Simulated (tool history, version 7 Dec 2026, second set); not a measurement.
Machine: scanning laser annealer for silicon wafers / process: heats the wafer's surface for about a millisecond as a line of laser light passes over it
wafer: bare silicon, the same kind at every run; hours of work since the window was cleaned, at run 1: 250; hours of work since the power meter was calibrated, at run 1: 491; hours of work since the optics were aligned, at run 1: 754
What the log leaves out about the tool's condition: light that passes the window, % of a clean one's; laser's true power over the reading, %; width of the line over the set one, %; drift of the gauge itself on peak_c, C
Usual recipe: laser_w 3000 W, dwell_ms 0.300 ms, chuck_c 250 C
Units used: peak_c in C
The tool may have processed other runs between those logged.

run   hour  laser_w  dwell_ms  chuck_c  hours of work since the window was cleaned  hours of work since the power meter was calibrated  hours of work since the optics were aligned  peak_c
  1    0.0     3000     0.300      250                                         250                                                 491                                          754     997
  2   14.8     3000     0.300      239                                         261                                                 503                                          765     985
  3   31.3     2714     0.300      239                                         274                                                 516                                          778     917
  4   43.7     2714     0.300      239                                         284                                                 526                                          788     914
  5   59.3     3000     0.300      250                                         297                                                 538                                          801     995
  6   69.4     3000     0.300      250                                         305                                                 546                                          809     999
  7   80.0     3000     0.300      250                                         313                                                 555                                          817     995
  8   95.9     3000     0.300      250                                         326                                                 567                                          830     995
  9  110.5     3000     0.300      250                                         337                                                 579                                          841     997
 10  121.3     3000     0.300      250                                         346                                                 587                                          850     995
 11  134.6     3000     0.300      250                                         357                                                 598                                          860     995
 12  142.2     3000     0.300      250                                         363                                                 604                                          866     994
 13  151.9     2875     0.212      227                                         370                                                 612                                          874     831
 14  161.3     2875     0.212      227                                         378                                                 619                                          882     835
 15  172.1     2875     0.212      227                                         386                                                 628                                          890     833
 16  184.1     2851     0.361      229                                         396                                                 637                                          900     997
 17  198.2     2851     0.258      278                                         407                                                 649                                          911     935
 18  210.0     3181     0.258      278                                         416                                                 658                                          920    1009
 19  223.1     2555     0.300      250                                         427                                                 668                                          931     884
 20  239.4     3000     0.287      250                                         440                                                 681                                          944     974
 21  249.4     2755     0.213      278                                         448                                                 689                                          952     855
 22  260.7     2854     0.262      242                                         457                                                 698                                          961     903

Selected run-to-run steps in peak_c, each split into two signed amounts: the part the tool would show with no hidden state at all (from settings, incoming material and random variation), and the remainder, which goes to the hidden state together with any gauge scatter not common to the measured and the hidden-state-free results:
Run 12 -> 13: laser_w 3000 -> 2875, dwell_ms 0.300 -> 0.212, chuck_c 250 -> 227. peak_c -163 C: hidden state +4, all else -167.
Run 15 -> 16: laser_w 2875 -> 2851, dwell_ms 0.212 -> 0.361, chuck_c 227 -> 229. peak_c +164 C: hidden state -7, all else +171.
Run 20 -> 21: laser_w 3000 -> 2755, dwell_ms 0.287 -> 0.213, chuck_c 250 -> 278. peak_c -119 C: hidden state +5, all else -124.
